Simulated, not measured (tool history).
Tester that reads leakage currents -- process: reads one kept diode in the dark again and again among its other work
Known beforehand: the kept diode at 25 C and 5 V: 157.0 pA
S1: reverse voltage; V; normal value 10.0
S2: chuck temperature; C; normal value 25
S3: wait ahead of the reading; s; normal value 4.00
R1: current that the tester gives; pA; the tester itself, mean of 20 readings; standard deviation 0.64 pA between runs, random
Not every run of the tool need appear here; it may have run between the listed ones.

Run 1, hour 0.0: usual settings. Result: R1 223.12 pA.
Run 2, hour 99.8: usual settings. Result: R1 223.79 pA.
Run 3, hour 178.9: usual settings but S1 12.1 V. Result: R1 245.71 pA.
Run 4, hour 241.5: usual settings but S3 9.89 s. Result: R1 225.24 pA.
Run 5, hour 363.7: usual settings but S3 9.89 s. Result: R1 226.70 pA.
Run 6, hour 483.0: usual settings. Result: R1 228.94 pA.
Run 7, hour 616.3: usual settings. Result: R1 233.27 pA.
Run 8, hour 689.3: usual settings. Result: R1 233.94 pA.
Run 9, hour 769.3: usual settings. Result: R1 235.03 pA.
Run 10, hour 854.2: usual settings. Result: R1 235.07 pA.
At hour 901.9: probe card cleaned and baked.
Run 11, hour 934.1: usual settings. Result: R1 226.32 pA.
Run 12, hour 1024.6: usual settings. Result: R1 228.20 pA.
Run 13, hour 1092.0: usual settings but S1 3.4 V, S2 22 C, S3 2.25 s. Result: R1 110.24 pA.
Run 14, hour 1228.8: usual settings but S1 3.4 V, S2 22 C, S3 2.25 s. Result: R1 110.38 pA.
Run 15, hour 1334.2: usual settings but S1 3.4 V, S2 22 C, S3 2.25 s. Result: R1 111.12 pA.
Run 16, hour 1444.5: usual settings but S1 7.2 V, S2 48 C, S3 0.59 s. Result: R1 1471.40 pA.

Branching from run 16: 3 alternative next runs. What would each branch give?
Run A, hour 1581.9: usual settings but S1 17.5 V, S2 33 C, S3 1.85 s. Result: R1 ?.
Run B, hour 1581.9: usual settings but S1 1.4 V. Result: R1 ?.
Run C, hour 1581.9: usual settings but S2 30 C, S3 0.70 s. Result: R1 ?.

run      R1
  A  616.45
  B  102.00
  C  378.25
What these runs would have given with no unlogged condition in the tool:
run      R1
  A  553.97
  B   91.46
  C  339.71
